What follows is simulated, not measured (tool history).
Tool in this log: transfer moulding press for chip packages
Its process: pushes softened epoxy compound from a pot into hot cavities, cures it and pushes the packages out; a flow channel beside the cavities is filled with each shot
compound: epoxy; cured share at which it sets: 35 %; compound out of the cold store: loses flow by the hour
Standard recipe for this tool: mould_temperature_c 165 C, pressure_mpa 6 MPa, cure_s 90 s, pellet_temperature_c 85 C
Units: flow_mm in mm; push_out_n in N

| run | day | mould_temperature_c | pressure_mpa | cure_s | pellet_temperature_c | incoming compound's hours out of the cold store | flow_mm | push_out_n |
|---|---|---|---|---|---|---|---|---|
| 1 | 0 | 165 | 6 | 90 | 85 | 29 | 856 | 288 |
| 2 | 0.588 | 165 | 6 | 90 | 85 | 11.9 | 928 | 358 |
| 3 | 1 | 165 | 6 | 90 | 85 | 31.6 | 843 | 367 |
| 4 | 1.708 | 165 | 6 | 90 | 85 | 43.8 | 800 | 418 |
| 5 | 2.283 | 165 | 6 | 90 | 85 | 27.1 | 856 | 472 |
| 6 | 2.762 | 158 | 6 | 90 | 85 | 33 | 859 | 867 |
| 7 | 3.342 | 165 | 6 | 90 | 85 | 33.9 | 827 | 502 |
| 8 | 3.762 | 165 | 6 | 90 | 85 | 17.4 | 892 | 547 |
|  | 4 | cavities cleaned with cleaning compound and waxed |
| 9 | 4.521 | 165 | 6 | 90 | 85 | 20.9 | 871 | 347 |
| 10 | 5.088 | 165 | 6 | 90 | 85 | 38.1 | 804 | 388 |
| 11 | 5.804 | 165 | 6 | 90 | 85 | 33 | 825 | 447 |
| 12 | 6.367 | 165 | 6 | 90 | 85 | 12.5 | 916 | 504 |
| 13 | 7 | 165 | 4.61 | 90 | 85 | 21.9 | 764 | 504 |
| 14 | 7.533 | 165 | 4.61 | 90 | 85 | 10.7 | 794 | 563 |
|  | 7.992 | cavities cleaned with cleaning compound and waxed |
| 15 | 8.054 | 165 | 4.61 | 90 | 85 | 27 | 735 | 295 |
| 16 | 8.479 | 165 | 6 | 118 | 76 | 25.5 | 854 | 249 |
| 17 | 9.042 | 164 | 4.96 | 118 | 76 | 30.9 | 755 | 298 |
|  | 9.258 | plunger's sealing rings changed |
| 18 | 9.858 | 167 | 5.43 | 89 | 86 | 36.8 | 781 | 402 |
| 19 | 10.246 | 165 | 6.28 | 125 | 85 | 25.7 | 888 | 330 |
| 20 | 10.575 | 165 | 6 | 90 | 77 | 37.2 | 820 | 462 |
| 21 | 11.3 | 157 | 6 | 109 | 77 | 44.1 | 828 | 595 |
| 22 | 11.638 | 165 | 6.16 | 92 | 87 | 41.8 | 817 | 491 |
| 23 | 11.988 | 171 | 6.22 | 125 | 88 | 46.4 | 781 | 373 |
|  | 12.096 | cavities cleaned with cleaning compound and waxed |
| 24 | 12.421 | 170 | 5.34 | 106 | 85 | 18.8 | 829 | 238 |
| 25 | 12.75 | 169 | 6.34 | 94 | 77 | 29.6 | 862 | 279 |
| 26 | 13.483 | 169 | 4.83 | 73 | 85 | 16.5 | 803 | 510 |
| 27 | 13.788 | 169 | 4.83 | 73 | 85 | 35.8 | 732 | 524 |
| 28 | 14.279 | 170 | 6.04 | 82 | 79 | 14.2 | 901 | 433 |

Branching from run 28: 3 alternative next runs. What would each branch give?
| A | 14.871 | 167 | 6.04 | 87 | 79 | 39.6 | ? | ? |
| B | 14.871 | 165 | 6 | 72 | 85 | 29.2 | ? | ? |
| C | 14.871 | 170 | 5.84 | 80 | 86 | 8.2 | ? | ? |

| run | flow_mm | push_out_n |
|---|---|---|
| A | 802 | 445 |
| B | 849 | 814 |
| C | 911 | 465 |
The same runs, with their run-to-run variation unchanged, on a tool lacking any hidden condition would have given:
| run | flow_mm | push_out_n |
|---|---|---|
| A | 815 | 246 |
| B | 863 | 456 |
| C | 926 | 256 |

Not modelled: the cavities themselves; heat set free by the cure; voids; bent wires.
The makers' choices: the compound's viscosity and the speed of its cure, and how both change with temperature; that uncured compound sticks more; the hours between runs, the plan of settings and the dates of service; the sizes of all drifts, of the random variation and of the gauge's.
